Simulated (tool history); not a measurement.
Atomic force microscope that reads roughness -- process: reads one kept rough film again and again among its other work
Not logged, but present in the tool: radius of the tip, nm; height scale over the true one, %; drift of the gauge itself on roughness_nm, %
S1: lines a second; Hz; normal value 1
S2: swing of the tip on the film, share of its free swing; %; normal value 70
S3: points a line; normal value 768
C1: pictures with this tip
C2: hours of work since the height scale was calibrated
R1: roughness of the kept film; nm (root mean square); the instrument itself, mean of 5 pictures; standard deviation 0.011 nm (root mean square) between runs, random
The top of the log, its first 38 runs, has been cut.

run     day    S1  S2   S3   C1   C2     R1
 39  32.217  1.15  81  578  143  798  2.376
 40  33.517  1.15  81  578  177  815  2.314
 41  34.104  2.42  57  772  192  822  2.391
 42  35.075  1.72  64  768  218  834  2.309
 43  36.017  0.72  70  768  242  846  2.283
 44  36.821  0.72  70  768  263  857  2.272
       37.3  -- new tip fitted
 45  37.942  2.01  71  711   17  870  2.604
 46  38.938   0.6  78  374   43  883   2.61
 47  40.242   0.6  78  374   77  900  2.538
 48  41.421   0.6  78  374  108  915  2.484
 49  42.429   0.6  78  374  134  927  2.432
 50  43.238   0.6  78  374  155  938  2.389
 51  44.512  1.23  69  564  188  954  2.333
 52  45.458  1.23  69  564  213  966  2.307

What if the next run were any one of these 5? Each begins from the tool's condition after run 52:
  A  46.5     1  69  564  240  979   ?
  B  46.5  0.53  73  292  240  979   ?
  C  46.5  2.42  72  699  240  979   ?
  D  46.5     1  55  768  240  979   ?
  E  46.5  2.69  69  789  240  979   ?

run     R1
  A  2.281
  B  2.283
  C  2.173
  D  2.321
  E  2.177
The same runs, with their run-to-run variation unchanged, on a tool lacking any hidden condition would have given:
run     R1
  A  2.692
  B  2.696
  C  2.566
  D  2.741
  E  2.572
